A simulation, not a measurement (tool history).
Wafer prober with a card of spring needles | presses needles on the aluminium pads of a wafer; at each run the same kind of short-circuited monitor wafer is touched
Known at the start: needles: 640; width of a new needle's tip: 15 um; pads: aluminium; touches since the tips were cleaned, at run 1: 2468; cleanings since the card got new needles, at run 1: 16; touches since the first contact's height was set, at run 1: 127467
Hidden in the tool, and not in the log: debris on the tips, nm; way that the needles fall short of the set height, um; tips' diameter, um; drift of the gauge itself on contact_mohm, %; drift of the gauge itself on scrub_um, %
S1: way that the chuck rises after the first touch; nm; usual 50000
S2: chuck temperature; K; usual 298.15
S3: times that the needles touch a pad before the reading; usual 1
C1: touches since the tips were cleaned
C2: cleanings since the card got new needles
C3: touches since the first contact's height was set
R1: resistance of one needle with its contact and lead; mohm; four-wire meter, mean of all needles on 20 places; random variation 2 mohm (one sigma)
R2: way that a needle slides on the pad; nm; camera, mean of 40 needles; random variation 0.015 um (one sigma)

| run | day | S1 | S2 | S3 | C1 | C2 | C3 | R1 | R2 |
|---|---|---|---|---|---|---|---|---|---|
| 1 | 0 | 50000 | 298.15 | 1 | 2468 | 16 | 127467 | 216 | 6050 |
| 2 | 0.425 | 50000 | 298.15 | 1 | 5944 | 16 | 130943 | 214 | 6010 |
|  | 0.575 | tips cleaned on abrasive film |
| 3 | 0.679 | 50000 | 298.15 | 1 | 870 | 17 | 133005 | 214 | 6050 |
| 4 | 1.025 | 50000 | 298.15 | 1 | 3686 | 17 | 135821 | 218 | 6010 |
|  | 1.433 | tips cleaned on abrasive film |
| 5 | 1.442 | 50000 | 301.15 | 1 | 69 | 18 | 139215 | 217 | 6030 |
| 6 | 1.921 | 50000 | 301.15 | 1 | 4009 | 18 | 143155 | 213 | 6000 |
|  | 2.292 | tips cleaned on abrasive film |
| 7 | 2.379 | 50000 | 301.15 | 1 | 717 | 19 | 146871 | 217 | 6000 |
| 8 | 2.812 | 50000 | 301.15 | 1 | 4263 | 19 | 150417 | 219 | 6000 |
|  | 3.146 | tips cleaned on abrasive film |
| 9 | 3.146 | 50000 | 298.15 | 2 | 0 | 20 | 153109 | 213 | 6010 |
| 10 | 3.504 | 50000 | 326.15 | 1 | 2947 | 20 | 156056 | 221 | 6000 |
| 11 | 3.725 | 38000 | 298.15 | 2 | 4754 | 20 | 157863 | 219 | 4550 |
|  | 3.996 | tips cleaned on abrasive film |
| 12 | 4.075 | 38000 | 298.15 | 2 | 653 | 21 | 160707 | 222 | 4550 |
| 13 | 4.562 | 51000 | 325.15 | 1 | 4657 | 21 | 164711 | 220 | 6080 |
|  | 4.846 | tips cleaned on abrasive film |
| 14 | 4.846 | 60000 | 316.15 | 1 | 0 | 22 | 167000 | 217 | 7140 |
| 15 | 5.321 | 50000 | 302.15 | 1 | 3891 | 22 | 170891 | 220 | 5940 |

3 ways to go on from here, each from the tool as it stands after run 15. What would each give?
| A | 5.558 | 31000 | 306.15 | 2 | 5821 | 22 | 172821 | ? | ? |
| B | 5.558 | 52000 | 302.15 | 1 | 5821 | 22 | 172821 | ? | ? |
| C | 5.558 | 35000 | 339.15 | 1 | 5821 | 22 | 172821 | ? | ? |

| run | R1 | R2 |
|---|---|---|
| A | 231 | 3670 |
| B | 216 | 6160 |
| C | 231 | 4160 |
Without the tool's hidden state the same runs would have given:
| run | R1 | R2 |
|---|---|---|
| A | 230 | 3720 |
| B | 216 | 6250 |
| C | 231 | 4220 |

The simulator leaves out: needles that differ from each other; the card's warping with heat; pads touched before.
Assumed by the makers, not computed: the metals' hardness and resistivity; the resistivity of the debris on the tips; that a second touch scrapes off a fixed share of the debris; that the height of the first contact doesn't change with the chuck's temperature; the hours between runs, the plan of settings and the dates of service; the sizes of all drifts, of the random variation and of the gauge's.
